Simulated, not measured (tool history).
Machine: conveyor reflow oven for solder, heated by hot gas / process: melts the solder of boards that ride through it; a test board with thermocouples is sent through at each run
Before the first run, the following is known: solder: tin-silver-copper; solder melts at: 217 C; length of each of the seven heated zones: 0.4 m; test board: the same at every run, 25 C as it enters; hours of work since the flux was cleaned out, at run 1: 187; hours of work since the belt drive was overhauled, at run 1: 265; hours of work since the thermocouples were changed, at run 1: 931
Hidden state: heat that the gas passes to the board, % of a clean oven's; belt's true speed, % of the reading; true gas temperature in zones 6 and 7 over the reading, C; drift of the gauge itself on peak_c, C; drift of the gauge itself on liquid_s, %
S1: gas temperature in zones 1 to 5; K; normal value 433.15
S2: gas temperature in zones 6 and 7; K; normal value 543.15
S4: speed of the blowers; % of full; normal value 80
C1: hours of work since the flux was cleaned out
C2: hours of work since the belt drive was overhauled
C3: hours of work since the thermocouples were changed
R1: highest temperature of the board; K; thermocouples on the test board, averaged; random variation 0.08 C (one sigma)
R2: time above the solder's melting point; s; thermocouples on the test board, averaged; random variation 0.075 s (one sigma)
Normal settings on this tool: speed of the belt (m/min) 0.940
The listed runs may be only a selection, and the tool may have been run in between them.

run 1 hour=0.0 | S1=433.15 S2=543.15 speed_of_the_belt_(m/min)=0.940 S4=80 | C1=187 C2=265 C3=931 | R1=527.93 R2=36.46
-- hour=18.4 thermocouples of zones 6 and 7 changed
run 2 hour=22.2 | S1=433.15 S2=543.15 speed_of_the_belt_(m/min)=0.940 S4=80 | C1=196 C2=274 C3=2 | R1=525.74 R2=35.61
run 3 hour=36.0 | S1=433.15 S2=543.15 speed_of_the_belt_(m/min)=0.940 S4=80 | C1=203 C2=280 C3=8 | R1=525.54 R2=35.46
run 4 hour=48.2 | S1=433.15 S2=543.15 speed_of_the_belt_(m/min)=1.010 S4=80 | C1=208 C2=286 C3=14 | R1=523.07 R2=31.24
run 5 hour=68.5 | S1=433.15 S2=543.15 speed_of_the_belt_(m/min)=1.010 S4=80 | C1=218 C2=296 C3=23 | R1=522.92 R2=31.42
run 6 hour=82.6 | S1=433.15 S2=543.15 speed_of_the_belt_(m/min)=1.010 S4=80 | C1=224 C2=302 C3=30 | R1=522.93 R2=31.25
run 7 hour=95.9 | S1=433.15 S2=543.15 speed_of_the_belt_(m/min)=1.010 S4=80 | C1=231 C2=308 C3=36 | R1=522.81 R2=31.38
run 8 hour=107.3 | S1=428.15 S2=542.15 speed_of_the_belt_(m/min)=1.106 S4=78 | C1=236 C2=314 C3=41 | R1=516.60 R2=24.03
run 9 hour=120.2 | S1=445.15 S2=543.15 speed_of_the_belt_(m/min)=1.007 S4=80 | C1=242 C2=319 C3=47 | R1=525.27 R2=34.95
-- hour=127.0 flux residue cleaned out of gas plates and filters
run 10 hour=145.9 | S1=444.15 S2=540.15 speed_of_the_belt_(m/min)=1.021 S4=75 | C1=9 C2=329 C3=57 | R1=520.39 R2=31.70
run 11 hour=166.2 | S1=433.15 S2=539.15 speed_of_the_belt_(m/min)=0.940 S4=58 | C1=18 C2=338 C3=66 | R1=514.56 R2=27.77
run 12 hour=180.4 | S1=433.15 S2=539.15 speed_of_the_belt_(m/min)=0.940 S4=58 | C1=25 C2=345 C3=73 | R1=514.56 R2=27.96
run 13 hour=201.4 | S1=439.15 S2=543.15 speed_of_the_belt_(m/min)=0.940 S4=50 | C1=35 C2=355 C3=83 | R1=515.86 R2=29.19

Consider 3 possible next runs. They are alternatives, not a sequence: every one starts from the tool as it was left by run 13. What does each give?
run A hour=212.2 | S1=424.15 S2=543.15 speed_of_the_belt_(m/min)=0.761 S4=59 | C1=39 C2=360 C3=88 | R1=? R2=?
run B hour=212.2 | S1=433.15 S2=543.15 speed_of_the_belt_(m/min)=1.066 S4=54 | C1=39 C2=360 C3=88 | R1=? R2=?
run C hour=212.2 | S1=429.15 S2=543.15 speed_of_the_belt_(m/min)=0.817 S4=50 | C1=39 C2=360 C3=88 | R1=? R2=?

run=A R1=525.16 R2=41.88
run=B R1=509.96 R2=20.37
run=C R1=519.67 R2=35.25
Take away the tool's hidden state, keep each run's random variation, and the runs would have read:
run=A R1=526.15 R2=42.49
run=B R1=511.51 R2=21.54
run=C R1=520.57 R2=35.84
